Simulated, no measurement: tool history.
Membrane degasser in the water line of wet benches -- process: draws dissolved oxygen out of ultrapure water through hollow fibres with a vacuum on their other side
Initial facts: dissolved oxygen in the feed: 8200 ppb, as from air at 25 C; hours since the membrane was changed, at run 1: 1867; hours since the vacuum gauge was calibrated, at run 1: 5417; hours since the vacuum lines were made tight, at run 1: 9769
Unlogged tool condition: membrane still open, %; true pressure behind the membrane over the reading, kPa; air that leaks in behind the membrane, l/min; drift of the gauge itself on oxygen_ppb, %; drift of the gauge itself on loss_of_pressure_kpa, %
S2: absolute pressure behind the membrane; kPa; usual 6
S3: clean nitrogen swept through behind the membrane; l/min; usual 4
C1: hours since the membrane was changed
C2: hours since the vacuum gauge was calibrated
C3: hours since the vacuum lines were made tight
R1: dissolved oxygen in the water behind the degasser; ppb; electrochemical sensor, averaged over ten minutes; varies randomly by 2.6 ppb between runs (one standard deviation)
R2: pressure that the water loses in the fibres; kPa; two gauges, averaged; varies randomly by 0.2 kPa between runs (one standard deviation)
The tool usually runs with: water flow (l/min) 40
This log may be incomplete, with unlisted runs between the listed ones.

{"run": 1, "day": 0.0, "water flow (l/min)": 40, "S2": 6, "S3": 4, "C1": 1867, "C2": 5417, "C3": 9769, "R1": 258.3, "R2": 46.61}
{"run": 2, "day": 4.054, "water flow (l/min)": 40, "S2": 6, "S3": 4, "C1": 1964, "C2": 5514, "C3": 9867, "R1": 251.2, "R2": 46.21}
{"run": 3, "day": 9.267, "water flow (l/min)": 40, "S2": 5.65, "S3": 4, "C1": 2089, "C2": 5639, "C3": 9992, "R1": 248.2, "R2": 46.46}
{"run": 4, "day": 14.417, "water flow (l/min)": 40, "S2": 5.65, "S3": 4, "C1": 2213, "C2": 5763, "C3": 10115, "R1": 251.4, "R2": 46.81}
{"run": 5, "day": 17.879, "water flow (l/min)": 40, "S2": 6.33, "S3": 4, "C1": 2296, "C2": 5846, "C3": 10198, "R1": 267, "R2": 46.26}
{"run": 6, "day": 23.458, "water flow (l/min)": 40, "S2": 6.33, "S3": 4, "C1": 2430, "C2": 5980, "C3": 10332, "R1": 266.3, "R2": 46.35}
{"run": 7, "day": 26.65, "water flow (l/min)": 40, "S2": 6.33, "S3": 4, "C1": 2507, "C2": 6056, "C3": 10409, "R1": 262, "R2": 46.38}
{"run": 8, "day": 31.804, "water flow (l/min)": 40, "S2": 6.33, "S3": 4, "C1": 2630, "C2": 6180, "C3": 10533, "R1": 263.6, "R2": 46.81}
{"run": 9, "day": 35.658, "water flow (l/min)": 40, "S2": 11.95, "S3": 2.54, "C1": 2723, "C2": 6272, "C3": 10625, "R1": 483.4, "R2": 46.9}
{"run": 10, "day": 40.812, "water flow (l/min)": 40, "S2": 11.95, "S3": 2.54, "C1": 2846, "C2": 6396, "C3": 10749, "R1": 489.5, "R2": 46.56}
{"run": 11, "day": 44.675, "water flow (l/min)": 40, "S2": 11.95, "S3": 2.54, "C1": 2939, "C2": 6489, "C3": 10841, "R1": 491.9, "R2": 46.64}
{"run": 12, "day": 47.85, "water flow (l/min)": 24, "S2": 8.43, "S3": 4, "C1": 3015, "C2": 6565, "C3": 10918, "R1": 176, "R2": 27.84}
{"run": 13, "day": 53.208, "water flow (l/min)": 34, "S2": 6.5, "S3": 2.1, "C1": 3144, "C2": 6694, "C3": 11046, "R1": 277.4, "R2": 39.61}

Below are 4 alternative next runs, each starting from the tool's condition after run 13. Predict each:
{"run": "A", "day": 58.896, "water flow (l/min)": 40, "S2": 11.46, "S3": 4, "C1": 3280, "C2": 6830, "C3": 11183, "R1": "?", "R2": "?"}
{"run": "B", "day": 58.896, "water flow (l/min)": 27, "S2": 6.5, "S3": 6.51, "C1": 3280, "C2": 6830, "C3": 11183, "R1": "?", "R2": "?"}
{"run": "C", "day": 58.896, "water flow (l/min)": 37, "S2": 10.91, "S3": 3.74, "C1": 3280, "C2": 6830, "C3": 11183, "R1": "?", "R2": "?"}
{"run": "D", "day": 58.896, "water flow (l/min)": 35, "S2": 8.08, "S3": 6.41, "C1": 3280, "C2": 6830, "C3": 11183, "R1": "?", "R2": "?"}

run=A R1=380.4 R2=46.87
run=B R1=151.8 R2=31.85
run=C R1=350.4 R2=43.17
run=D R1=230.9 R2=40.93
Stripped of hidden state, with their random variation kept, the same runs would have yielded:
run=A R1=380.3 R2=46.86
run=B R1=151.8 R2=31.85
run=C R1=350.3 R2=43.16
run=D R1=230.8 R2=40.93
